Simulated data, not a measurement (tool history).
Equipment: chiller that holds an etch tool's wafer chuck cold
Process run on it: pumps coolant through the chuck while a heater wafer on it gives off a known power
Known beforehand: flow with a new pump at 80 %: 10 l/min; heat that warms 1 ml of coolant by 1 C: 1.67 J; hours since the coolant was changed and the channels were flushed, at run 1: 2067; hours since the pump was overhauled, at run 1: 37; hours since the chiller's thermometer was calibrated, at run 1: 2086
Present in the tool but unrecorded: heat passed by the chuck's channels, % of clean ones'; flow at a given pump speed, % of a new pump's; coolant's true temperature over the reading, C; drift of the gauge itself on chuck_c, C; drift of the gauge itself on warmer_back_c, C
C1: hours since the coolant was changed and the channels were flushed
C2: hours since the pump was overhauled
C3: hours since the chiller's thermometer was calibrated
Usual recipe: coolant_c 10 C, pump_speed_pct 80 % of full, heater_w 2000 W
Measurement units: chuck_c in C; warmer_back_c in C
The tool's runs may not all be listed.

{"run": 1, "hour": 0.0, "coolant_c": 10, "pump_speed_pct": 80, "heater_w": 2000, "C1": 2067, "C2": 37, "C3": 2086, "chuck_c": 28.5, "warmer_back_c": 7.16}
{"run": 2, "hour": 26.4, "coolant_c": 10, "pump_speed_pct": 80, "heater_w": 2000, "C1": 2093, "C2": 64, "C3": 2112, "chuck_c": 28.7, "warmer_back_c": 7.21}
{"run": 3, "hour": 59.4, "coolant_c": 10, "pump_speed_pct": 80, "heater_w": 2000, "C1": 2126, "C2": 97, "C3": 2145, "chuck_c": 28.6, "warmer_back_c": 7.19}
{"run": 4, "hour": 101.2, "coolant_c": 10, "pump_speed_pct": 63, "heater_w": 2000, "C1": 2168, "C2": 139, "C3": 2187, "chuck_c": 32.0, "warmer_back_c": 9.24}
{"run": 5, "hour": 132.6, "coolant_c": 10, "pump_speed_pct": 63, "heater_w": 2000, "C1": 2199, "C2": 170, "C3": 2218, "chuck_c": 31.9, "warmer_back_c": 9.26}
{"run": 6, "hour": 174.6, "coolant_c": 10, "pump_speed_pct": 63, "heater_w": 2000, "C1": 2241, "C2": 212, "C3": 2260, "chuck_c": 32.0, "warmer_back_c": 9.3}
{"run": 7, "hour": 199.6, "coolant_c": 10, "pump_speed_pct": 63, "heater_w": 2000, "C1": 2266, "C2": 237, "C3": 2285, "chuck_c": 32.3, "warmer_back_c": 9.37}
{"run": 8, "hour": 227.3, "coolant_c": 10, "pump_speed_pct": 63, "heater_w": 2000, "C1": 2294, "C2": 265, "C3": 2313, "chuck_c": 32.0, "warmer_back_c": 9.3}
{"run": 9, "hour": 265.7, "coolant_c": 10, "pump_speed_pct": 63, "heater_w": 2000, "C1": 2332, "C2": 303, "C3": 2352, "chuck_c": 32.0, "warmer_back_c": 9.24}
{"hour": 272.6, "done": "coolant pump overhauled"}
{"hour": 289.5, "done": "chiller's thermometer calibrated"}
{"run": 10, "hour": 306.5, "coolant_c": 10, "pump_speed_pct": 99, "heater_w": 2000, "C1": 2367, "C2": 33, "C3": 17, "chuck_c": 25.8, "warmer_back_c": 5.67}
{"run": 11, "hour": 329.4, "coolant_c": 10, "pump_speed_pct": 86, "heater_w": 2669, "C1": 2390, "C2": 56, "C3": 40, "chuck_c": 33.5, "warmer_back_c": 8.98}
{"run": 12, "hour": 356.8, "coolant_c": 9, "pump_speed_pct": 80, "heater_w": 2743, "C1": 2418, "C2": 83, "C3": 67, "chuck_c": 34.5, "warmer_back_c": 9.84}
{"hour": 386.3, "done": "coolant pump overhauled, once more"}
{"run": 13, "hour": 397.3, "coolant_c": 10, "pump_speed_pct": 72, "heater_w": 2000, "C1": 2453, "C2": 11, "C3": 103, "chuck_c": 29.8, "warmer_back_c": 8.09}
{"run": 14, "hour": 441.5, "coolant_c": 10, "pump_speed_pct": 72, "heater_w": 2000, "C1": 2497, "C2": 55, "C3": 147, "chuck_c": 29.9, "warmer_back_c": 8.1}
{"run": 15, "hour": 486.7, "coolant_c": 10, "pump_speed_pct": 72, "heater_w": 2000, "C1": 2542, "C2": 100, "C3": 192, "chuck_c": 30.0, "warmer_back_c": 8.01}
{"run": 16, "hour": 509.5, "coolant_c": 10, "pump_speed_pct": 62, "heater_w": 2508, "C1": 2565, "C2": 123, "C3": 215, "chuck_c": 37.8, "warmer_back_c": 11.96}
{"run": 17, "hour": 539.2, "coolant_c": 10, "pump_speed_pct": 80, "heater_w": 1164, "C1": 2595, "C2": 153, "C3": 245, "chuck_c": 21.0, "warmer_back_c": 4.19}
{"run": 18, "hour": 568.2, "coolant_c": 10, "pump_speed_pct": 80, "heater_w": 1164, "C1": 2624, "C2": 182, "C3": 274, "chuck_c": 20.8, "warmer_back_c": 4.26}

4 ways to go on from here, each from the tool as it stands after run 18. What would each give?
{"run": "A", "hour": 604.8, "coolant_c": 8, "pump_speed_pct": 78, "heater_w": 1806, "C1": 2661, "C2": 218, "C3": 310, "chuck_c": "?", "warmer_back_c": "?"}
{"run": "B", "hour": 604.8, "coolant_c": 10, "pump_speed_pct": 80, "heater_w": 1164, "C1": 2661, "C2": 218, "C3": 310, "chuck_c": "?", "warmer_back_c": "?"}
{"run": "C", "hour": 604.8, "coolant_c": 1, "pump_speed_pct": 64, "heater_w": 2000, "C1": 2661, "C2": 218, "C3": 310, "chuck_c": "?", "warmer_back_c": "?"}
{"run": "D", "hour": 604.8, "coolant_c": 2, "pump_speed_pct": 87, "heater_w": 2000, "C1": 2661, "C2": 218, "C3": 310, "chuck_c": "?", "warmer_back_c": "?"}

run=A chuck_c=25.0 warmer_back_c=6.73
run=B chuck_c=20.9 warmer_back_c=4.23
run=C chuck_c=22.7 warmer_back_c=9.19
run=D chuck_c=19.5 warmer_back_c=6.65
Without the tool's hidden state the same runs would have given:
run=A chuck_c=23.6 warmer_back_c=6.67
run=B chuck_c=20.0 warmer_back_c=4.20
run=C chuck_c=21.0 warmer_back_c=9.12
run=D chuck_c=18.1 warmer_back_c=6.60
